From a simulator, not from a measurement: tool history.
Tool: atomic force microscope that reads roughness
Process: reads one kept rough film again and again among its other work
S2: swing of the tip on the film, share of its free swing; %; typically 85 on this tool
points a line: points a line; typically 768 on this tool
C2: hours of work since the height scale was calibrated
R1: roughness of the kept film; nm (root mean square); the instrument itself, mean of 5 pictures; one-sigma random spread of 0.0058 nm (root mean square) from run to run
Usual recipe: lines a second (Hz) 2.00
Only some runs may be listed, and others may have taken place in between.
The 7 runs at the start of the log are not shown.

At hour 101.0: new tip fitted.
Run 8, hour 112.5: usual settings but points a line 379; pictures with this tip 15; C2 721. Result: R1 1.062 nm (root mean square).
Run 9, hour 129.1: usual settings but points a line 379; pictures with this tip 36; C2 733. Result: R1 1.065 nm (root mean square).
Run 10, hour 143.1: usual settings but points a line 291; pictures with this tip 54; C2 742. Result: R1 1.054 nm (root mean square).
Run 11, hour 161.7: usual settings but points a line 634; pictures with this tip 77; C2 754. Result: R1 1.063 nm (root mean square).
Run 12, hour 181.0: usual settings but lines a second (Hz) 1.57; pictures with this tip 102; C2 767. Result: R1 1.119 nm (root mean square).
Run 13, hour 202.6: usual settings; pictures with this tip 129; C2 782. Result: R1 1.056 nm (root mean square).
Run 14, hour 216.8: usual settings but lines a second (Hz) 2.10; pictures with this tip 147; C2 792. Result: R1 1.047 nm (root mean square).
Run 15, hour 234.2: usual settings but lines a second (Hz) 2.10; pictures with this tip 169; C2 803. Result: R1 1.055 nm (root mean square).
Run 16, hour 251.9: usual settings but lines a second (Hz) 2.10; pictures with this tip 191; C2 815. Result: R1 1.049 nm (root mean square).
Run 17, hour 264.2: usual settings but lines a second (Hz) 1.35, S2 66 %, points a line 764; pictures with this tip 207; C2 823. Result: R1 1.257 nm (root mean square).
Run 18, hour 282.2: usual settings but lines a second (Hz) 2.15, S2 89 %, points a line 967; pictures with this tip 230; C2 836. Result: R1 1.001 nm (root mean square).
Run 19, hour 305.7: usual settings but lines a second (Hz) 2.63, S2 67 %; pictures with this tip 259; C2 851. Result: R1 1.178 nm (root mean square).
Run 20, hour 320.7: usual settings but lines a second (Hz) 2.50, S2 64 %; pictures with this tip 278; C2 861. Result: R1 1.208 nm (root mean square).
Run 21, hour 335.8: usual settings but lines a second (Hz) 0.62, S2 64 %, points a line 413; pictures with this tip 297; C2 872. Result: R1 1.299 nm (root mean square).
Run 22, hour 358.3: usual settings but lines a second (Hz) 0.62, S2 64 %, points a line 413; pictures with this tip 326; C2 887. Result: R1 1.296 nm (root mean square).
At hour 367.7: new tip fitted.
Run 23, hour 369.5: usual settings but lines a second (Hz) 1.61, S2 86 %, points a line 339; pictures with this tip 2; C2 894. Result: R1 1.096 nm (root mean square).
Run 24, hour 389.9: usual settings but S2 56 %, points a line 376; pictures with this tip 28; C2 908. Result: R1 1.275 nm (root mean square).
Run 25, hour 405.2: usual settings but S2 57 %, points a line 376; pictures with this tip 48; C2 918. Result: R1 1.269 nm (root mean square).
Run 26, hour 428.6: usual settings but S2 57 %, points a line 376; pictures with this tip 77; C2 934. Result: R1 1.265 nm (root mean square).
Run 27, hour 439.4: usual settings but S2 57 %, points a line 389; pictures with this tip 91; C2 941. Result: R1 1.272 nm (root mean square).
Run 28, hour 450.7: usual settings but lines a second (Hz) 1.10, S2 61 %, points a line 281; pictures with this tip 105; C2 949. Result: R1 1.271 nm (root mean square).
Run 29, hour 471.4: usual settings but lines a second (Hz) 0.98, S2 77 %, points a line 823; pictures with this tip 131; C2 962. Result: R1 1.235 nm (root mean square).
Run 30, hour 486.4: usual settings but lines a second (Hz) 0.98, S2 77 %, points a line 657; pictures with this tip 150; C2 973. Result: R1 1.225 nm (root mean square).

Alternative continuations, all from the tool just after run 30; predict every row:
Run A, hour 498.5: usual settings but lines a second (Hz) 0.99, points a line 553; pictures with this tip 166; C2 981. Result: R1 ?.
Run B, hour 498.5: usual settings but lines a second (Hz) 0.50, S2 56 %, points a line 657; pictures with this tip 166; C2 981. Result: R1 ?.
Run C, hour 498.5: usual settings but lines a second (Hz) 0.98, S2 77 %, points a line 662; pictures with this tip 166; C2 981. Result: R1 ?.
Run D, hour 498.5: usual settings but S2 57 %; pictures with this tip 166; C2 981. Result: R1 ?.

run     R1
  A  1.186
  B  1.326
  C  1.232
  D  1.273
Without the tool's hidden state the same runs would have given:
run     R1
  A  1.189
  B  1.330
  C  1.235
  D  1.277
